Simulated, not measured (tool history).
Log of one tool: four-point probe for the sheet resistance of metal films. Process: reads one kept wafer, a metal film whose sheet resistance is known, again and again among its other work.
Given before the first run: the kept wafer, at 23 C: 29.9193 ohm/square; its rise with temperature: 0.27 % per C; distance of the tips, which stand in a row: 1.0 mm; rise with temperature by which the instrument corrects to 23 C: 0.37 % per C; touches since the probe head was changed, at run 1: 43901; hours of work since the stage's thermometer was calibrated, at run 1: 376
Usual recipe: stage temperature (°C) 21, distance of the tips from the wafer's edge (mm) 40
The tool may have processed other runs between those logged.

run,day,stage temperature (°C),distance of the tips from the wafer's edge (mm),touches since the probe head was changed,hours of work since the stage's thermometer was calibrated,sheet resistance as the instrument gives it (ohm/square)
1,0.000,21,40,43901,376,29.819476
2,0.575,21,40,44852,387,29.816896
3,1.542,21,40,46451,405,29.806440
4,2.775,21,40,48497,429,29.809225
5,4.033,21,40,50583,452,29.798589
6,5.262,21,6,52615,475,30.238208
7,6.650,21,6,54915,502,30.232595
8,7.917,34,40,57016,525,29.428752
9,9.125,34,40,59016,548,29.415568
10,10.375,34,40,61085,572,29.397877
11,11.662,21,40,63218,596,29.786453
12,12.704,21,40,64942,616,29.788652
13,13.996,21,40,67085,640,29.790906
14,15.054,21,40,68838,660,29.783920
15,16.029,21,40,70448,678,29.786149
16,16.762,21,40,71668,692,29.780781
17,17.700,21,40,73217,710,29.778346
18,18.567,21,40,74657,726,29.779252
19,19.654,21,40,76454,747,29.789167
20,20.892,21,6,78507,770,30.201135
21,21.675,21,6,79801,785,30.207895
22,22.804,21,6,81674,806,30.201446
23,23.596,19,5,82983,821,30.461555
24,24.850,19,5,85061,844,30.455684
25,25.650,28,24,86389,860,29.573850
26,26.625,28,24,88004,878,29.571934
27,27.500,28,24,89448,894,29.571770
28,28.475,31,18,91065,913,29.505429
29,29.438,31,43,92659,931,29.456117
30,30.496,31,43,94413,951,29.455945
31,31.325,21,67,95782,966,29.740781
32,32.708,21,67,98078,993,29.749338
33,33.362,25,9,99162,1005,29.816144
34,34.238,25,9,100609,1021,29.817984
35,35.033,29,52,101927,1036,29.512549
36,36.142,20,44,103764,1057,29.779759
37,36.983,22,9,105159,1073,29.905239
38,37.883,31,5,106647,1090,30.055123
39,38.792,29,6,108150,1107,29.932210
40,39.971,19,6,110109,1129,30.238216
41,40.704,19,6,111322,1143,30.237132
42,42.096,25,54,113626,1169,29.607595

Hidden state or all else? Some run-to-run changes of sheet resistance as the instrument gives it (ohm/square), split into what the settings, what came in and random variation would give without the hidden state, and what is left for the hidden state (with any gauge scatter that isn't in both results):
Hidden state at play: inner tips' distance over the nominal, %; tips' flats over new ones', %; wafer's true temperature over the reading, C; drift of the gauge itself on sheet_ohm, %.
Run 7 -> 8: stage temperature (°C) 21 -> 34, distance of the tips from the wafer's edge (mm) 6 -> 40. sheet resistance as the instrument gives it (ohm/square) -0.803843: hidden state +0.002924, all else -0.806767.
Run 10 -> 11: stage temperature (°C) 34 -> 21. sheet resistance as the instrument gives it (ohm/square) +0.388576: hidden state -0.005075, all else +0.393651.
Run 24 -> 25: stage temperature (°C) 19 -> 28, distance of the tips from the wafer's edge (mm) 5 -> 24. sheet resistance as the instrument gives it (ohm/square) -0.881834: hidden state +0.005207, all else -0.887041.
Run 39 -> 40: stage temperature (°C) 29 -> 19. sheet resistance as the instrument gives it (ohm/square) +0.306006: hidden state -0.005059, all else +0.311065.
Run 41 -> 42: stage temperature (°C) 19 -> 25, distance of the tips from the wafer's edge (mm) 6 -> 54. sheet resistance as the instrument gives it (ohm/square) -0.629537: hidden state +0.003029, all else -0.632566.
